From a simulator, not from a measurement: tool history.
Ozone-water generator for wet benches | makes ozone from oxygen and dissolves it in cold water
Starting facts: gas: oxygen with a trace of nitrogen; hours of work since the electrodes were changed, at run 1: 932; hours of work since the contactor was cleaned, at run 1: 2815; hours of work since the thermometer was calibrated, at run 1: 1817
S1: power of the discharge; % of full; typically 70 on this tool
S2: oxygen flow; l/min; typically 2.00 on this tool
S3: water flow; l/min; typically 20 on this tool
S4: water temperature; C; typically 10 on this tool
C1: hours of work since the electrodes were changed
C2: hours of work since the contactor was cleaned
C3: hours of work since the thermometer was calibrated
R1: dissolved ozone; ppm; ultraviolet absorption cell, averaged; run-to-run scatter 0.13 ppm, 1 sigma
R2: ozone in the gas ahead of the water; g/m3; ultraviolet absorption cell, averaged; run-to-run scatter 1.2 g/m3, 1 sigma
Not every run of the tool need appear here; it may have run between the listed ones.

Run 1, hour 0.0: usual settings; C1 932; C2 2815; C3 1817. Result: R1 13.7 ppm, R2 205.0 g/m3.
Run 2, hour 37.5: usual settings but S2 3.32 l/min; C1 957; C2 2840; C3 1843. Result: R1 15.7 ppm, R2 159.5 g/m3.
Run 3, hour 89.3: usual settings; C1 993; C2 2875; C3 1878. Result: R1 14.2 ppm, R2 205.7 g/m3.
Run 4, hour 127.6: usual settings but S1 65 % of full; C1 1019; C2 2901; C3 1904. Result: R1 12.9 ppm, R2 191.2 g/m3.
Run 5, hour 162.8: usual settings but S1 65 % of full, S4 6 C; C1 1043; C2 2925; C3 1928. Result: R1 13.4 ppm, R2 191.7 g/m3.
Run 6, hour 214.8: usual settings but S2 1.45 l/min; C1 1078; C2 2961; C3 1963. Result: R1 12.6 ppm, R2 240.6 g/m3.
Run 7, hour 239.6: usual settings but S2 1.45 l/min; C1 1095; C2 2977; C3 1980. Result: R1 12.3 ppm, R2 238.6 g/m3.
Run 8, hour 276.2: usual settings but S2 1.45 l/min; C1 1120; C2 3002; C3 2005. Result: R1 12.4 ppm, R2 240.3 g/m3.
Run 9, hour 330.2: usual settings but S2 1.45 l/min; C1 1156; C2 3039; C3 2042. Result: R1 12.7 ppm, R2 242.3 g/m3.
Run 10, hour 357.9: usual settings but S2 1.45 l/min; C1 1175; C2 3058; C3 2061. Result: R1 12.5 ppm, R2 239.9 g/m3.
Run 11, hour 411.0: usual settings but S2 1.45 l/min; C1 1211; C2 3094; C3 2097. Result: R1 12.3 ppm, R2 241.0 g/m3.
Run 12, hour 454.1: usual settings but S2 2.66 l/min; C1 1241; C2 3123; C3 2126. Result: R1 14.9 ppm, R2 175.4 g/m3.
Run 13, hour 504.4: usual settings but S2 2.66 l/min; C1 1275; C2 3157; C3 2160. Result: R1 14.8 ppm, R2 174.6 g/m3.
Run 14, hour 542.0: usual settings but S2 2.66 l/min; C1 1300; C2 3183; C3 2186. Result: R1 15.0 ppm, R2 176.3 g/m3.
Run 15, hour 566.3: usual settings but S2 2.66 l/min; C1 1317; C2 3199; C3 2202. Result: R1 14.9 ppm, R2 175.3 g/m3.
Run 16, hour 622.4: usual settings; C1 1355; C2 3238; C3 2240. Result: R1 13.9 ppm, R2 203.1 g/m3.
Run 17, hour 679.6: usual settings but S2 3.52 l/min, S4 5 C; C1 1394; C2 3276; C3 2279. Result: R1 16.4 ppm, R2 152.4 g/m3.
Run 18, hour 720.7: usual settings but S2 1.27 l/min, S3 22 l/min, S4 14 C; C1 1422; C2 3304; C3 2307. Result: R1 10.4 ppm, R2 256.5 g/m3.
Run 19, hour 764.7: usual settings but S2 1.27 l/min, S3 22 l/min, S4 14 C; C1 1452; C2 3334; C3 2337. Result: R1 10.5 ppm, R2 254.4 g/m3.
Run 20, hour 810.5: usual settings but S1 88 % of full, S2 1.12 l/min, S3 32 l/min; C1 1483; C2 3365; C3 2368. Result: R1 8.4 ppm, R2 330.3 g/m3.
Run 21, hour 864.1: usual settings but S1 88 % of full, S2 1.12 l/min, S3 32 l/min; C1 1519; C2 3402; C3 2404. Result: R1 8.2 ppm, R2 327.5 g/m3.
Run 22, hour 890.3: usual settings but S1 88 % of full, S2 1.12 l/min, S3 32 l/min; C1 1537; C2 3420; C3 2422. Result: R1 8.3 ppm, R2 326.4 g/m3.
Run 23, hour 941.4: usual settings but S1 88 % of full, S2 2.16 l/min, S3 13 l/min, S4 11 C; C1 1572; C2 3454; C3 2457. Result: R1 24.3 ppm, R2 237.4 g/m3.
Run 24, hour 985.3: usual settings but S1 88 % of full, S2 2.16 l/min, S3 13 l/min, S4 11 C; C1 1601; C2 3484; C3 2487. Result: R1 24.3 ppm, R2 236.1 g/m3.
Run 25, hour 1013.9: usual settings but S1 63 % of full, S2 2.16 l/min, S3 13 l/min, S4 11 C; C1 1621; C2 3504; C3 2506. Result: R1 18.4 ppm, R2 176.1 g/m3.
Run 26, hour 1047.8: usual settings but S1 63 % of full, S2 2.16 l/min, S3 13 l/min, S4 11 C; C1 1644; C2 3527; C3 2529. Result: R1 18.6 ppm, R2 176.0 g/m3.

Estimate the outcome of run 27 from the log above:
Run 27, hour 1087.6: usual settings but S2 1.44 l/min; C1 1671; C2 3554; C3 2556. Result: R1 ?, R2 ?.

R1: 12.2 ppm
R2: 236.9 g/m3
The same run, on a tool lacking any hidden state, would have yielded R1 13.2 ppm, R2 250.5 g/m3.
